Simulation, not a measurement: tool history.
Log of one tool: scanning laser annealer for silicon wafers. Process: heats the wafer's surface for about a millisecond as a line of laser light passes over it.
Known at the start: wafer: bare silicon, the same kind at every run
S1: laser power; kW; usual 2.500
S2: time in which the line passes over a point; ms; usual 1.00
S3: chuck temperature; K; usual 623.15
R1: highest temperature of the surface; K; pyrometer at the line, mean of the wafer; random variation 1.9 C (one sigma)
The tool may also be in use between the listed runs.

run,day,S1,S2,S3,R1
1,0.000,2.500,1.00,623.15,1384.15
2,2.904,2.500,1.00,660.15,1421.15
3,4.846,2.500,1.00,660.15,1424.15
4,7.358,2.500,1.00,660.15,1423.15
5,10.329,2.500,1.00,623.15,1389.15
6,13.683,2.500,1.00,623.15,1382.15
7,16.479,2.500,1.00,623.15,1387.15
# day 19.812: window over the wafer cleaned
8,19.992,2.500,1.00,623.15,1387.15
9,23.221,2.180,1.00,623.15,1294.15
10,25.488,2.180,1.00,623.15,1292.15
11,28.138,2.180,1.00,623.15,1295.15
12,30.792,2.500,0.78,623.15,1307.15
13,34.225,2.500,1.08,623.15,1412.15
14,37.642,2.500,0.79,623.15,1308.15
# day 39.750: optics aligned, line set to its width
15,40.796,2.500,0.79,623.15,1314.15
16,44.258,2.500,0.79,623.15,1314.15
17,46.354,2.500,1.00,623.15,1387.15
18,49.462,2.500,1.00,623.15,1386.15
# day 51.892: window over the wafer cleaned
19,51.904,2.500,1.00,599.15,1363.15
20,53.958,2.146,1.07,617.15,1301.15
21,57.304,2.478,1.16,660.15,1469.15
22,59.508,2.710,0.74,660.15,1379.15
23,61.129,2.460,1.23,662.15,1491.15
24,63.246,2.500,1.10,618.15,1413.15
25,65.462,2.438,1.24,656.15,1478.15
26,68.688,2.440,1.00,623.15,1368.15
27,71.925,2.440,1.00,623.15,1368.15
28,73.675,2.440,1.00,623.15,1371.15
29,76.708,2.503,1.00,623.15,1387.15
30,79.450,2.503,1.00,623.15,1390.15

The next listed run, before its measurement:
31,82.071,2.503,1.00,623.15,?

{"run 31": {"R1": 1386.15}}
Without the tool's hidden state the same run would have given R1 1387.15 K.
